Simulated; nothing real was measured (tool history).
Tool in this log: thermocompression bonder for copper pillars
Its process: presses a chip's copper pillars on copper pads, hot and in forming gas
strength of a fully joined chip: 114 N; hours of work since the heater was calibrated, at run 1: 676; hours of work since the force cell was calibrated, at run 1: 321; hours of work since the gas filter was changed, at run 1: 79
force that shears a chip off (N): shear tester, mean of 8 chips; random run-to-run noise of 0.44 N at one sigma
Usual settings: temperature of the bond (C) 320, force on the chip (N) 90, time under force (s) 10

run	hour	temperature of the bond (C)	force on the chip (N)	time under force (s)	hours of work since the heater was calibrated	hours of work since the force cell was calibrated	hours of work since the gas filter was changed	force that shears a chip off (N)
1	0	320	90	10	676	321	79	65.1
2	24.2	320	90	10	692	337	95	65.8
3	45.7	318	90	10	705	351	108	64.5
4	64.3	318	90	10	717	362	120	64.9
5	83.1	318	90	10	729	374	132	64.5
6	99.5	318	90	10	740	385	143	65.9
7	131.1	320	90	10	760	405	163	65.8
8	153.2	320	90	10	774	419	177	65.1
9	184.4	320	66	10	794	439	197	50.3
10	204.9	320	66	10	807	452	210	51.2
11	224.1	320	66	10	819	464	222	51.4
12	241.8	320	66	10	830	475	233	51
13	272.9	320	66	10	850	495	253	51.6
14	298.9	293	90	10	867	512	269	52.1
15	322	320	90	10	881	526	284	66.3
16	343.6	320	90	10	895	540	298	64.8
17	361.9	320	90	10	907	552	310	65.8
18	382.3	320	90	10	920	565	323	66
19	413.4	320	90	10	939	585	342	65.6
20	438.4	320	90	10	955	601	358	65.1
21	464.8	320	71	10	972	617	375	54.9
22	483.1	320	71	10	984	629	387	53.9
23	515	334	90	6	1004	649	407	62.3
24	530	320	84	10	1014	659	417	61.5
25	544.7	320	84	10	1023	668	426	62.7
26	574	306	90	6	1042	687	445	49.3
# hour 592.9: forming gas filter changed
27	601.9	348	90	6	1059	704	6	67.8
28	620.3	313	65	12	1071	716	17	50.4
29	638.8	329	128	10	1083	728	29	87.8
30	661.5	329	128	10	1097	742	44	87
31	687.4	329	128	10	1114	759	60	87
32	717.9	329	128	10	1133	778	80	87.4
33	744.7	303	90	5	1150	795	97	44.3
34	766.5	302	90	14	1164	809	111	64.3
35	787.7	326	70	11	1178	823	124	58
36	810.1	326	70	9	1192	837	138	53.6
37	828	320	62	24	1203	848	150	64.5
38	847.6	311	90	24	1216	861	162	80.3
39	864.7	340	132	10	1227	872	173	93.2

Predict each of these 5 candidate next runs independently; none follows another, all start after run 39:
A	889.8	335	90	10	1243	888	189	?
B	889.8	298	109	10	1243	888	189	?
C	889.8	294	90	10	1243	888	189	?
D	889.8	311	82	10	1243	888	189	?
E	889.8	320	104	10	1243	888	189	?

run	force that shears a chip off (N)
A	72.6
B	64.9
C	53.2
D	57.3
E	73.2
With no hidden state in the tool, these same runs would have given:
run	force that shears a chip off (N)
A	72.6
B	64.9
C	53.2
D	57.3
E	73.2
